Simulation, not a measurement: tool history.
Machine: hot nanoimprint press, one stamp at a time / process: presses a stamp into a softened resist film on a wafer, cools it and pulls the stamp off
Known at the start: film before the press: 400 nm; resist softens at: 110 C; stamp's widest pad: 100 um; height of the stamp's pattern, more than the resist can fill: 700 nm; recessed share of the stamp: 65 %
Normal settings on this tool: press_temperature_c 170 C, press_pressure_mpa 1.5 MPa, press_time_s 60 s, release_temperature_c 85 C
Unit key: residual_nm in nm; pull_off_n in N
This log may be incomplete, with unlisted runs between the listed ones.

| run | hour | press_temperature_c | press_pressure_mpa | press_time_s | release_temperature_c | residual_nm | pull_off_n |
|---|---|---|---|---|---|---|---|
| 1 | 0 | 170 | 1.5 | 60 | 85 | 223.7 | 260 |
| 2 | 63.4 | 170 | 1.98 | 60 | 85 | 211 | 277 |
| 3 | 102.5 | 170 | 2.03 | 60 | 85 | 205.9 | 270 |
| 4 | 137.8 | 170 | 1.66 | 60 | 85 | 224.3 | 283 |
| 5 | 172.2 | 170 | 1.66 | 60 | 85 | 224.8 | 282 |
| 6 | 225.1 | 170 | 1.66 | 60 | 85 | 223.5 | 286 |
| 7 | 277 | 170 | 1.66 | 66 | 85 | 213.9 | 280 |
| 8 | 318.8 | 170 | 1.66 | 66 | 89 | 212.8 | 254 |
| 9 | 362.2 | 170 | 1.66 | 66 | 89 | 212.8 | 256 |
| 10 | 429 | 170 | 1.66 | 63 | 89 | 215.1 | 206 |
| 11 | 459.1 | 170 | 1.5 | 60 | 85 | 226.5 | 226 |
| 12 | 505 | 170 | 1.5 | 60 | 85 | 225 | 239 |
| 13 | 541.1 | 170 | 1.5 | 60 | 85 | 224.8 | 222 |
| 14 | 606.1 | 170 | 1.5 | 60 | 85 | 235.6 | 243 |
| 15 | 640.6 | 170 | 1.5 | 60 | 85 | 233.1 | 258 |
| 16 | 701.1 | 170 | 1.06 | 105 | 85 | 225.9 | 250 |
| 17 | 734.3 | 170 | 1.06 | 105 | 85 | 225.8 | 257 |
| 18 | 785.4 | 170 | 1.06 | 105 | 85 | 224.5 | 255 |
| 19 | 830.5 | 161 | 1.22 | 47 | 90 | 355.5 | 223 |
| 20 | 868.2 | 182 | 1.22 | 62 | 90 | 129.1 | 226 |
| 21 | 917.3 | 166 | 1.22 | 44 | 91 | 312.4 | 221 |
| 22 | 956.2 | 161 | 1.35 | 60 | 80 | 335.8 | 298 |
| 23 | 1001.3 | 161 | 1.35 | 60 | 80 | 337.5 | 308 |
| 24 | 1030.1 | 178 | 2.12 | 60 | 73 | 122.3 | 348 |
| 25 | 1083.8 | 182 | 1.5 | 40 | 85 | 144.4 | 275 |
| 26 | 1148 | 182 | 1.5 | 40 | 77 | 143.9 | 338 |
| 27 | 1194 | 167 | 1.51 | 60 | 85 | 270.7 | 279 |
| 28 | 1248.5 | 170 | 0.95 | 32 | 80 | 317.3 | 312 |
| 29 | 1296.4 | 172 | 1.95 | 60 | 85 | 187.6 | 285 |

Between the runs listed above, the log contained 5 entries, not reproduced here. Where in the sequence does each belong, and how does what the log doesn't record of the tool's condition differ from the listed run before to the listed run after?
Runs 1 to 2: plate thermocouple calibrated (hour 48.3)
  true temperature over the reading, C: 1.02 -> 0.01; pressure that arrives at the usual setting, %: 98.56 -> 98.33; grip of the stamp's worn release coat, % over a new coat's: 16.1 -> 17.8
  what was measured, less what the result would be without the hidden state, residual_nm: -10.5 -> +2 nm; pull_off_n: +30 -> +42 N
Runs 9 to 10: stamp cleaned and given a new release coat (hour 415.8)
  true temperature over the reading, C: 0.68 -> 0.82; pressure that arrives at the usual setting, %: 97.25 -> 97.02; grip of the stamp's worn release coat, % over a new coat's: 26.2 -> 0.4
  what was measured, less what the result would be without the hidden state, residual_nm: -4.9 -> -6.3 nm; pull_off_n: +49 -> -4 N
Runs 13 to 14: plate thermocouple calibrated (hour 563.5); press's hydraulic seals changed and the load cell set to zero (hour 584.6)
  true temperature over the reading, C: 1.08 -> 0; pressure that arrives at the usual setting, %: 96.61 -> 99.69; grip of the stamp's worn release coat, % over a new coat's: 3.4 -> 4.9
  what was measured, less what the result would be without the hidden state, residual_nm: -9.3 -> +0.3 nm; pull_off_n: +1 -> +11 N
Runs 24 to 25: plate thermocouple calibrated (hour 1079.2)
  true temperature over the reading, C: 0.97 -> -0.17; pressure that arrives at the usual setting, %: 98.17 -> 97.99; grip of the stamp's worn release coat, % over a new coat's: 16.7 -> 18.1
  what was measured, less what the result would be without the hidden state, residual_nm: -5.3 -> +2.8 nm; pull_off_n: +44 -> +43 N

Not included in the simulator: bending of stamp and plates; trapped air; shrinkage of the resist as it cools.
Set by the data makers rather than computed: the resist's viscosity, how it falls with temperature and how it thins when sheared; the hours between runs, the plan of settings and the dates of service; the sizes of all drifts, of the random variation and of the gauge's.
